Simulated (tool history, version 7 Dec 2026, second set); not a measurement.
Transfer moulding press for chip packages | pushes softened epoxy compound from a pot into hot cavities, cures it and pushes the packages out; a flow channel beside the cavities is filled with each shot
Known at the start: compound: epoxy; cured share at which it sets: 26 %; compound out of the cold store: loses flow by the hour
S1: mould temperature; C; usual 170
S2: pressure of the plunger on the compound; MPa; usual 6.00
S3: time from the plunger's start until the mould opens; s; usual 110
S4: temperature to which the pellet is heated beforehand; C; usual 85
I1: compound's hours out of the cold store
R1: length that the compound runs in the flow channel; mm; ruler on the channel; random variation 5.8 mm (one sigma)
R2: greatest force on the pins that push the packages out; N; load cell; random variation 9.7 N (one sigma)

Run 1, hour 0.0: usual settings; I1 20.8. Result: R1 662 mm, R2 545 N.
Run 2, hour 36.4: usual settings; I1 27.3. Result: R1 643 mm, R2 641 N.
Run 3, hour 89.1: usual settings; I1 20.1. Result: R1 665 mm, R2 712 N.
At hour 95.2: cavities cleaned with cleaning compound and waxed.
Run 4, hour 123.9: usual settings; I1 36.6. Result: R1 606 mm, R2 564 N.
Run 5, hour 183.7: usual settings; I1 27.3. Result: R1 629 mm, R2 687 N.
At hour 189.6: mould's thermocouples calibrated.
At hour 218.6: cavities cleaned with cleaning compound and waxed.
Run 6, hour 229.1: usual settings; I1 10.9. Result: R1 687 mm, R2 531 N.
Run 7, hour 292.9: usual settings; I1 45.3. Result: R1 567 mm, R2 669 N.
Run 8, hour 333.1: usual settings but S3 92 s, S4 90 C; I1 11.2. Result: R1 687 mm, R2 964 N.
At hour 340.2: cavities cleaned with cleaning compound and waxed.
Run 9, hour 397.7: usual settings but S1 166 C, S3 92 s, S4 93 C; I1 27.1. Result: R1 630 mm, R2 1139 N.
Run 10, hour 444.2: usual settings but S1 166 C, S2 7.10 MPa, S3 92 s, S4 82 C; I1 8.0. Result: R1 749 mm, R2 1387 N.
At hour 455.8: mould's thermocouples calibrated, once more.
At hour 464.5: cavities cleaned with cleaning compound and waxed.
Run 11, hour 507.4: usual settings but S2 6.92 MPa, S3 106 s; I1 28.5. Result: R1 644 mm, R2 644 N.
Run 12, hour 546.2: usual settings but S1 165 C, S3 137 s; I1 11.9. Result: R1 672 mm, R2 681 N.
At hour 587.1: cavities cleaned with cleaning compound and waxed.
Run 13, hour 596.9: usual settings but S1 165 C, S2 5.66 MPa, S3 137 s, S4 89 C; I1 36.3. Result: R1 566 mm, R2 477 N.
At hour 625.9: plunger's sealing rings changed.
Run 14, hour 638.5: usual settings but S1 165 C, S2 5.66 MPa, S3 137 s, S4 89 C; I1 37.5. Result: R1 614 mm, R2 616 N.

Forecast each of these 3 alternatives for the next run:
Run A, hour 672.0: usual settings but S1 165 C, S2 5.66 MPa, S3 99 s, S4 89 C; I1 13.5. Result: R1 ?, R2 ?.
Run B, hour 672.0: usual settings but S2 5.07 MPa, S3 147 s, S4 76 C; I1 40.5. Result: R1 ?, R2 ?.
Run C, hour 672.0: usual settings but S2 4.69 MPa, S4 75 C; I1 12.1. Result: R1 ?, R2 ?.

run   R1    R2
  A  689  1072
  B  552   585
  C  622   725
Without the tool's hidden state the same runs would have given:
run   R1   R2
  A  693  686
  B  555  368
  C  626  462

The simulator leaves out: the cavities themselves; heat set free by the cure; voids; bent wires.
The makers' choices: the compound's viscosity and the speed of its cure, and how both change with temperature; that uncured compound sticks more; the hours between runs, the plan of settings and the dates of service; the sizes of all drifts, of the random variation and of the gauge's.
